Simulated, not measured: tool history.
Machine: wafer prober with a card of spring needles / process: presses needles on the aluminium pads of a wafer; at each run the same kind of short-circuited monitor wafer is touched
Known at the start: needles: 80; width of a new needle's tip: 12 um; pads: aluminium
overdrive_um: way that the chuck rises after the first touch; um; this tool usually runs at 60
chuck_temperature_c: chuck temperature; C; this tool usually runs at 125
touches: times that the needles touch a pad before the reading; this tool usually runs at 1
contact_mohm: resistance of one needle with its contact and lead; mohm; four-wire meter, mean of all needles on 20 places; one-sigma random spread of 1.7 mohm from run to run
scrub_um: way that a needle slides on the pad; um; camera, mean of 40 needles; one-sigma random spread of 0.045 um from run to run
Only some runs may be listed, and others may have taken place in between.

run,hour,overdrive_um,chuck_temperature_c,touches,contact_mohm,scrub_um
1,0,60,125,1,179,9.65
# hour 6.3: tips cleaned on abrasive film
# hour 20.8: tips cleaned on abrasive film
# hour 35.5: tips cleaned on abrasive film
2,35.5,60,125,1,179,9.55
# hour 50.7: tips cleaned on abrasive film
3,60.8,60,125,1,180,9.56
# hour 63.6: tips cleaned on abrasive film
# hour 77.8: tips cleaned on abrasive film
# hour 91.1: tips cleaned on abrasive film
# hour 101.8: height of the first contact set anew
# hour 104.9: tips cleaned on abrasive film
4,105.6,60,36,1,158,9.61
# hour 119.8: tips cleaned on abrasive film
5,129.8,60,125,1,177,9.61
# hour 133: tips cleaned on abrasive film
# hour 146.8: tips cleaned on abrasive film
6,150.6,60,125,1,180,9.51
# hour 159.8: tips cleaned on abrasive film
# hour 174.1: tips cleaned on abrasive film
# hour 187.7: tips cleaned on abrasive film
7,187.7,41,125,1,180,6.59
# hour 200.2: tips cleaned on abrasive film
# hour 215.3: tips cleaned on abrasive film
8,218.7,60,125,2,181,9.57
# hour 228.2: tips cleaned on abrasive film
9,238.2,60,125,1,178,9.66
# hour 241.4: tips cleaned on abrasive film
# hour 254.3: tips cleaned on abrasive film
# hour 266.8: tips cleaned on abrasive film
10,267.7,72,125,1,177,11.51
# hour 279.3: tips cleaned on abrasive film
# hour 294.8: tips cleaned on abrasive film
11,303,72,125,1,179,11.43
# hour 309.3: tips cleaned on abrasive film
# hour 323.2: tips cleaned on abrasive film
12,335.3,72,125,1,177,11.38
# hour 338.5: tips cleaned on abrasive film
# hour 351.2: tips cleaned on abrasive film
# hour 366.2: tips cleaned on abrasive film
# hour 380.1: tips cleaned on abrasive film
13,381.9,72,125,1,179,11.35
# hour 393.1: tips cleaned on abrasive film
# hour 407: tips cleaned on abrasive film
14,414.7,60,125,2,181,9.47
# hour 420.4: tips cleaned on abrasive film
# hour 429.9: height of the first contact set anew
# hour 435.3: tips cleaned on abrasive film
# hour 449.1: tips cleaned on abrasive film
15,458.2,60,125,2,181,9.51
# hour 464.1: tips cleaned on abrasive film
# hour 479.2: tips cleaned on abrasive film
16,486.3,78,52,1,162,12.4
# hour 492.4: tips cleaned on abrasive film
# hour 505.9: tips cleaned on abrasive film
# hour 518.8: tips cleaned on abrasive film
17,525.7,58,28,1,158,9.14
# hour 531.5: tips cleaned on abrasive film
# hour 546.8: tips cleaned on abrasive film
18,554.8,68,28,1,162,10.71
# hour 561: tips cleaned on abrasive film
# hour 574.2: tips cleaned on abrasive film
# hour 587.2: tips cleaned on abrasive film
19,590.3,68,28,1,157,10.74
# hour 601.1: tips cleaned on abrasive film
# hour 615.8: tips cleaned on abrasive film
20,621.1,42,107,2,178,6.61
# hour 629.5: tips cleaned on abrasive film
# hour 641.9: tips cleaned on abrasive film
# hour 656.9: tips cleaned on abrasive film
21,663.5,42,107,2,179,6.6
# hour 672: tips cleaned on abrasive film
# hour 686: tips cleaned on abrasive film
22,692.7,60,105,1,178,9.41
# hour 698.9: tips cleaned on abrasive film
# hour 712.5: tips cleaned on abrasive film
# hour 726.1: tips cleaned on abrasive film
23,737.7,75,119,1,175,11.8
# hour 740: tips cleaned on abrasive film
# hour 753.5: tips cleaned on abrasive film
# hour 756.9: height of the first contact set anew
# hour 768.6: tips cleaned on abrasive film
24,769.4,75,119,1,175,11.76
# hour 781.5: tips cleaned on abrasive film
# hour 796.4: tips cleaned on abrasive film
25,796.4,75,119,1,175,11.77
# hour 809.6: tips cleaned on abrasive film
# hour 824: tips cleaned on abrasive film
26,830.7,75,119,2,177,11.78
# hour 838.1: tips cleaned on abrasive film
# hour 851.9: tips cleaned on abrasive film
# hour 866: tips cleaned on abrasive film
27,869.6,76,76,1,169,11.86
# hour 878.9: tips cleaned on abrasive film
# hour 892.6: tips cleaned on abrasive film
28,895.1,61,48,1,164,9.61
# hour 906.5: tips cleaned on abrasive film
# hour 920.4: tips cleaned on abrasive film
29,921.8,65,47,1,165,10.21
# hour 935.1: tips cleaned on abrasive film
# hour 949.2: tips cleaned on abrasive film
30,953.8,57,56,2,167,8.89

Here are 3 independent what-if runs from the current tool condition. What would each one return?
# hour 962.9: tips cleaned on abrasive film
# hour 978.5: tips cleaned on abrasive film
# hour 991.5: tips cleaned on abrasive film
A,998,78,125,1,?,?
# hour 962.9: tips cleaned on abrasive film
# hour 978.5: tips cleaned on abrasive film
# hour 991.5: tips cleaned on abrasive film
B,998,45,61,3,?,?
# hour 962.9: tips cleaned on abrasive film
# hour 978.5: tips cleaned on abrasive film
# hour 991.5: tips cleaned on abrasive film
C,998,60,51,1,?,?

run,contact_mohm,scrub_um
A,178,12.14
B,171,7.07
C,165,9.37
The same runs, with their run-to-run variation unchanged, on a tool lacking any hidden condition would have given:
run,contact_mohm,scrub_um
A,178,12.44
B,171,7.25
C,164,9.6
